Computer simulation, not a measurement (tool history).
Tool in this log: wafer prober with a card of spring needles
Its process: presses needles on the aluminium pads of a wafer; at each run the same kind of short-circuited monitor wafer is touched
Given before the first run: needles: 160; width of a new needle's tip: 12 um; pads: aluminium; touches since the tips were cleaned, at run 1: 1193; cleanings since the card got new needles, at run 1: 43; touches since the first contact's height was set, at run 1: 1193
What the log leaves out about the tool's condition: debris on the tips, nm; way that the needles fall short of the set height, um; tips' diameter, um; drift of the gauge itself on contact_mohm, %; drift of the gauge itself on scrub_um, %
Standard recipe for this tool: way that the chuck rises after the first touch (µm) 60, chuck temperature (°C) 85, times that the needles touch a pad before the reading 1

run	hour	way that the chuck rises after the first touch (µm)	chuck temperature (°C)	times that the needles touch a pad before the reading	touches since the tips were cleaned	cleanings since the card got new needles	touches since the first contact's height was set	resistance of one needle with its contact and lead (mohm)	way that a needle slides on the pad (µm)
1	0.0	60	85	1	1193	43	1193	247	14.62
# hour 39.0: tips cleaned on abrasive film
2	52.5	60	85	1	2622	44	11413	253	14.59
# hour 82.4: tips cleaned on abrasive film
3	104.0	60	85	1	4227	45	21455	257	14.55
# hour 124.9: tips cleaned on abrasive film
4	164.1	60	85	1	7657	46	33160	267	14.51
# hour 170.1: tips cleaned on abrasive film
5	203.2	60	85	1	6464	47	40768	263	14.51
# hour 211.2: tips cleaned on abrasive film
# hour 254.7: tips cleaned on abrasive film
6	264.5	60	85	1	1929	49	52706	250	14.45
# hour 297.1: tips cleaned on abrasive film
7	326.2	60	85	1	5671	50	64715	262	14.45
# hour 340.5: tips cleaned on abrasive film
8	376.7	60	85	1	7078	51	74562	264	14.42
# hour 382.7: tips cleaned on abrasive film
# hour 424.6: tips cleaned on abrasive film
9	432.5	60	85	3	1543	53	85406	242	14.39
# hour 470.5: tips cleaned on abrasive film
10	479.8	60	85	3	1830	54	94629	245	14.34
# hour 512.0: tips cleaned on abrasive film
11	525.1	60	85	3	2558	55	103448	243	14.32
# hour 557.1: tips cleaned on abrasive film
12	588.2	60	85	3	6065	56	115737	248	14.31
# hour 599.3: tips cleaned on abrasive film
# hour 641.5: tips cleaned on abrasive film
13	656.0	60	85	1	2826	58	128922	256	14.22
# hour 684.0: tips cleaned on abrasive film
# hour 693.3: height of the first contact set anew
14	715.7	60	74	1	6128	59	4377	258	14.54
# hour 727.1: tips cleaned on abrasive film
# hour 768.4: tips cleaned on abrasive film
15	772.1	60	74	1	725	61	15359	241	14.55
16	809.0	60	74	1	7925	61	22559	263	14.59
# hour 813.3: tips cleaned on abrasive film
# hour 855.2: tips cleaned on abrasive film
17	873.4	60	74	1	3555	63	35083	255	14.52
# hour 898.6: tips cleaned on abrasive film
18	902.1	42	72	3	681	64	40667	237	10.13
# hour 939.6: tips cleaned on abrasive film
19	958.3	60	34	3	3655	65	51617	231	14.47
# hour 982.7: tips cleaned on abrasive film
20	1018.4	60	34	3	6973	66	63322	233	14.45
# hour 1024.8: tips cleaned on abrasive film
# hour 1069.6: tips cleaned on abrasive film
21	1073.2	60	34	3	713	68	73986	226	14.43
# hour 1111.7: tips cleaned on abrasive film
22	1116.0	54	75	1	835	69	82311	244	12.90
# hour 1153.8: tips cleaned on abrasive film
23	1174.3	80	57	1	4002	70	93666	246	19.26
# hour 1197.6: tips cleaned on abrasive film
24	1228.9	55	57	1	6100	71	104297	267	13.14
# hour 1239.5: tips cleaned on abrasive film
# hour 1284.5: tips cleaned on abrasive film
25	1294.6	48	57	1	1969	73	117083	254	11.38
# hour 1328.3: tips cleaned on abrasive film
26	1348.0	47	41	3	3841	74	127493	240	11.12
# hour 1373.4: tips cleaned on abrasive film
# hour 1389.1: height of the first contact set anew
27	1391.5	61	85	1	3473	75	452	255	14.85
# hour 1416.0: tips cleaned on abrasive film
28	1447.4	45	100	1	6121	76	11345	288	10.93
# hour 1458.5: tips cleaned on abrasive film
# hour 1501.3: tips cleaned on abrasive film
29	1501.3	45	85	1	0	78	21821	243	10.87
# hour 1543.7: tips cleaned on abrasive film
30	1569.0	45	32	1	4924	79	35017	270	10.88

What if the next run were any one of these 4? Each begins from the tool's condition after run 30:
# hour 1585.0: tips cleaned on abrasive film
A	1607.2	77	85	1	4339	80	42458	?	?
# hour 1585.0: tips cleaned on abrasive film
B	1607.2	69	108	1	4339	80	42458	?	?
# hour 1585.0: tips cleaned on abrasive film
C	1607.2	42	85	3	4339	80	42458	?	?
# hour 1585.0: tips cleaned on abrasive film
D	1607.2	44	100	1	4339	80	42458	?	?

run	resistance of one needle with its contact and lead (mohm)	way that a needle slides on the pad (µm)
A	247	18.61
B	258	16.64
C	259	10.10
D	279	10.61
Had the tool no hidden state, the same runs would have come out as:
run	resistance of one needle with its contact and lead (mohm)	way that a needle slides on the pad (µm)
A	230	18.71
B	240	16.74
C	241	10.20
D	237	10.71

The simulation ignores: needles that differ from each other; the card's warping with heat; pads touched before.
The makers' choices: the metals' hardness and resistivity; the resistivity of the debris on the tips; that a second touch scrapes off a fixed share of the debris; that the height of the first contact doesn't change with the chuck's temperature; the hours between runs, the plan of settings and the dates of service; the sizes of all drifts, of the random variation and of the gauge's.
